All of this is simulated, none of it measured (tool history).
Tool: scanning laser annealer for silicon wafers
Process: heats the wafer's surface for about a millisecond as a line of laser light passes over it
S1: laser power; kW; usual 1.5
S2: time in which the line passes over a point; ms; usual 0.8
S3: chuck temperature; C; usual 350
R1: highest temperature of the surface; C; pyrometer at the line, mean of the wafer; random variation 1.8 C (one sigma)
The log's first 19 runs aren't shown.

| run | day | S1 | S2 | S3 | R1 |
|---|---|---|---|---|---|
|  | 26.554 | optics aligned, line set to its width |
| 20 | 27.725 | 1.5 | 0.8 | 350 | 1048 |
| 21 | 29.875 | 1.5 | 0.8 | 350 | 1041 |
| 22 | 31.425 | 1.5 | 0.604 | 350 | 965 |
|  | 32.142 | window over the wafer cleaned |
| 23 | 33.65 | 1.5 | 0.8 | 381 | 1099 |
| 24 | 35.804 | 1.5 | 0.8 | 381 | 1095 |
| 25 | 37.538 | 1.5 | 0.8 | 381 | 1094 |
| 26 | 38.954 | 1.463 | 0.836 | 350 | 1052 |
| 27 | 40.188 | 1.463 | 0.836 | 350 | 1053 |
| 28 | 41.792 | 1.305 | 0.629 | 387 | 935 |
| 29 | 43.542 | 1.305 | 0.629 | 387 | 935 |
| 30 | 45.692 | 1.305 | 0.629 | 387 | 933 |
| 31 | 47.817 | 1.305 | 0.829 | 355 | 965 |
| 32 | 48.975 | 1.561 | 0.739 | 355 | 1056 |
| 33 | 50.804 | 1.417 | 0.8 | 345 | 997 |
| 34 | 51.967 | 1.488 | 0.8 | 368 | 1054 |
| 35 | 52.95 | 1.444 | 0.8 | 346 | 1011 |
| 36 | 54.875 | 1.444 | 0.8 | 346 | 1008 |
|  | 55.892 | window over the wafer cleaned |
| 37 | 56.858 | 1.444 | 0.669 | 346 | 984 |
| 38 | 58.8 | 1.444 | 0.669 | 346 | 979 |
| 39 | 60.271 | 1.444 | 0.677 | 376 | 1012 |
| 40 | 62.242 | 1.375 | 0.839 | 354 | 1012 |
| 41 | 63.95 | 1.375 | 0.839 | 354 | 1009 |
| 42 | 65.988 | 1.432 | 0.803 | 357 | 1028 |

Forecast each of these 3 alternatives for the next run:
| A | 67.529 | 1.406 | 0.793 | 372 | ? |
| B | 67.529 | 1.432 | 0.851 | 357 | ? |
| C | 67.529 | 1.542 | 0.918 | 314 | ? |

| run | R1 |
|---|---|
| A | 1022 |
| B | 1046 |
| C | 1081 |
Without the tool's hidden state the same runs would have given:
| run | R1 |
|---|---|
| A | 1043 |
| B | 1067 |
| C | 1105 |
